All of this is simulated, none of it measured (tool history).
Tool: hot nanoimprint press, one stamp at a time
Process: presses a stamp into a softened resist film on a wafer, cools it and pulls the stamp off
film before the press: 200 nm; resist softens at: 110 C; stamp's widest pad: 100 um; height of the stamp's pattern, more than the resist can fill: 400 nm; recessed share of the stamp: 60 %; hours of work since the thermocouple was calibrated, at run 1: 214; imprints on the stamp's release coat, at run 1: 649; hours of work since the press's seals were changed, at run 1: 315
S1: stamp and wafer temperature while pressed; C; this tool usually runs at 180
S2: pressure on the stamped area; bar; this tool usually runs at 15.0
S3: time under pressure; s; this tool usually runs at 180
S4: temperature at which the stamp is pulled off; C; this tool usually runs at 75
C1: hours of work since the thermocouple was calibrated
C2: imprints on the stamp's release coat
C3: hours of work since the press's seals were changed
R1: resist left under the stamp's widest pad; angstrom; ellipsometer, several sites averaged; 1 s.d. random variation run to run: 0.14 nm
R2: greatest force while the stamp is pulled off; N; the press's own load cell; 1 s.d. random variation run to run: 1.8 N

run   hour   S1    S2   S3  S4   C1    C2   C3    R1   R2
  1    0.0  180  15.0  180  75  214   649  315   875  119
  2   38.3  180  15.0  180  75  236   762  337   871  127
  3   83.4  180  15.0  180  75  263   896  364   872  127
  4  117.9  180  15.0  180  75  283   998  384   872  124
     160.4  -- stamp cleaned and given a new release coat
  5  178.2  180  15.0  180  75  315    53  416   868   98
  6  204.1  180  15.0  180  75  331   130  432   868  104
  7  265.3  180  15.0  180  75  367   311  468   867  109
     314.4  -- plate thermocouple calibrated
  8  329.3  180  15.0  180  75    9   492  504   847  110
  9  373.1  180  15.0  180  75   35   622  530   844  120
 10  419.9  180  15.0  180  75   62   761  557   842  117
 11  451.6  180  15.0  180  75   81   855  576   842  122
     470.8  -- plate thermocouple calibrated, once more
 12  484.4  180  15.0  109  75    8   944  594  1052  121
 13  516.6  180  15.0  109  75   27  1039  613  1051  132
     547.0  -- stamp cleaned and given a new release coat
 14  562.8  180  15.0  109  75   51    47  637  1047  102
 15  619.8  180  15.0  109  75   84   216  670  1046  107
 16  680.9  182  15.0  109  66  121   398  706   992  122
 17  722.9  191  15.0  180  81  145   522  731   657  102

Estimate the outcome of run 18 from the log above:
 18  751.9  180  20.3  179  75  163  608  748   ?   ?

{"run 18": {"R1": 753, "R2": 120}}
With no hidden state in the tool, this same run would have given R1 748 angstrom, R2 104 N.
